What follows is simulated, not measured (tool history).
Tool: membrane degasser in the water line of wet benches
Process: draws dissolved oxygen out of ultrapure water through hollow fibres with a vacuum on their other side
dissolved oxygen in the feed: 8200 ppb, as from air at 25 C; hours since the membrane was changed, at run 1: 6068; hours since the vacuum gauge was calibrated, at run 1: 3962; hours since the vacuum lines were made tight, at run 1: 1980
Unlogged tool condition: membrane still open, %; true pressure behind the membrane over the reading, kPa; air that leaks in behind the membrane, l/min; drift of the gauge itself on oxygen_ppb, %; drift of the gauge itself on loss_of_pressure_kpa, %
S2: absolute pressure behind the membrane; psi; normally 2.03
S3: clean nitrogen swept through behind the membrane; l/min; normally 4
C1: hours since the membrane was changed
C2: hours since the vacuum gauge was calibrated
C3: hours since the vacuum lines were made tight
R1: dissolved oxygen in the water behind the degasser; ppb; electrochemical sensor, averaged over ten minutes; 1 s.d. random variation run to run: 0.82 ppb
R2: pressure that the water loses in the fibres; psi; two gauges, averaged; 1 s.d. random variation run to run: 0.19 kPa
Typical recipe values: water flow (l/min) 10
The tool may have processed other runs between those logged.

{"run": 1, "hour": 0.0, "water flow (l/min)": 10, "S2": 2.03, "S3": 4, "C1": 6068, "C2": 3962, "C3": 1980, "R1": 85.7, "R2": 6.105}
{"run": 2, "hour": 72.1, "water flow (l/min)": 8, "S2": 2.03, "S3": 4, "C1": 6140, "C2": 4034, "C3": 2052, "R1": 61.3, "R2": 4.892}
{"run": 3, "hour": 159.7, "water flow (l/min)": 6, "S2": 2.03, "S3": 4, "C1": 6227, "C2": 4121, "C3": 2140, "R1": 41.4, "R2": 3.64}
{"run": 4, "hour": 248.4, "water flow (l/min)": 6, "S2": 2.03, "S3": 2.75, "C1": 6316, "C2": 4210, "C3": 2228, "R1": 59.9, "R2": 3.675}
{"run": 5, "hour": 392.6, "water flow (l/min)": 10, "S2": 2.77, "S3": 4, "C1": 6460, "C2": 4354, "C3": 2373, "R1": 117.1, "R2": 6.108}
{"run": 6, "hour": 524.3, "water flow (l/min)": 10, "S2": 2.77, "S3": 4, "C1": 6592, "C2": 4486, "C3": 2504, "R1": 115.9, "R2": 6.158}
{"run": 7, "hour": 598.9, "water flow (l/min)": 10, "S2": 2.03, "S3": 4, "C1": 6667, "C2": 4560, "C3": 2579, "R1": 85.5, "R2": 6.131}
{"run": 8, "hour": 743.0, "water flow (l/min)": 10, "S2": 2.03, "S3": 4, "C1": 6811, "C2": 4705, "C3": 2723, "R1": 87, "R2": 6.154}
{"run": 9, "hour": 873.2, "water flow (l/min)": 10, "S2": 2.35, "S3": 2.89, "C1": 6941, "C2": 4835, "C3": 2853, "R1": 128.1, "R2": 6.148}
{"run": 10, "hour": 994.8, "water flow (l/min)": 10, "S2": 2.03, "S3": 5.46, "C1": 7062, "C2": 4956, "C3": 2975, "R1": 69.3, "R2": 6.129}
{"run": 11, "hour": 1143.5, "water flow (l/min)": 10, "S2": 3.13, "S3": 5.46, "C1": 7211, "C2": 5105, "C3": 3124, "R1": 102.6, "R2": 6.137}
{"run": 12, "hour": 1271.0, "water flow (l/min)": 10, "S2": 4.18, "S3": 1.82, "C1": 7339, "C2": 5233, "C3": 3251, "R1": 350.3, "R2": 6.174}
{"run": 13, "hour": 1383.3, "water flow (l/min)": 10, "S2": 4.18, "S3": 1.82, "C1": 7451, "C2": 5345, "C3": 3363, "R1": 347.5, "R2": 6.176}
{"run": 14, "hour": 1489.5, "water flow (l/min)": 10, "S2": 4.18, "S3": 1.82, "C1": 7557, "C2": 5451, "C3": 3470, "R1": 346.6, "R2": 6.183}

Branching from run 14: 4 alternative next runs. What would each branch give?
{"run": "A", "hour": 1586.1, "water flow (l/min)": 10, "S2": 3.05, "S3": 1.82, "C1": 7654, "C2": 5548, "C3": 3566, "R1": "?", "R2": "?"}
{"run": "B", "hour": 1586.1, "water flow (l/min)": 10, "S2": 1.86, "S3": 1.95, "C1": 7654, "C2": 5548, "C3": 3566, "R1": "?", "R2": "?"}
{"run": "C", "hour": 1586.1, "water flow (l/min)": 13, "S2": 3.47, "S3": 4, "C1": 7654, "C2": 5548, "C3": 3566, "R1": "?", "R2": "?"}
{"run": "D", "hour": 1586.1, "water flow (l/min)": 11, "S2": 4.53, "S3": 1.9, "C1": 7654, "C2": 5548, "C3": 3566, "R1": "?", "R2": "?"}

run=A R1=253.1 R2=6.16
run=B R1=137.8 R2=6.209
run=C R1=216.3 R2=7.976
run=D R1=412.7 R2=6.841
With no hidden state in the tool, these same runs would have given:
run=A R1=252.9 R2=6.086
run=B R1=137.7 R2=6.135
run=C R1=216.2 R2=7.878
run=D R1=412.5 R2=6.76

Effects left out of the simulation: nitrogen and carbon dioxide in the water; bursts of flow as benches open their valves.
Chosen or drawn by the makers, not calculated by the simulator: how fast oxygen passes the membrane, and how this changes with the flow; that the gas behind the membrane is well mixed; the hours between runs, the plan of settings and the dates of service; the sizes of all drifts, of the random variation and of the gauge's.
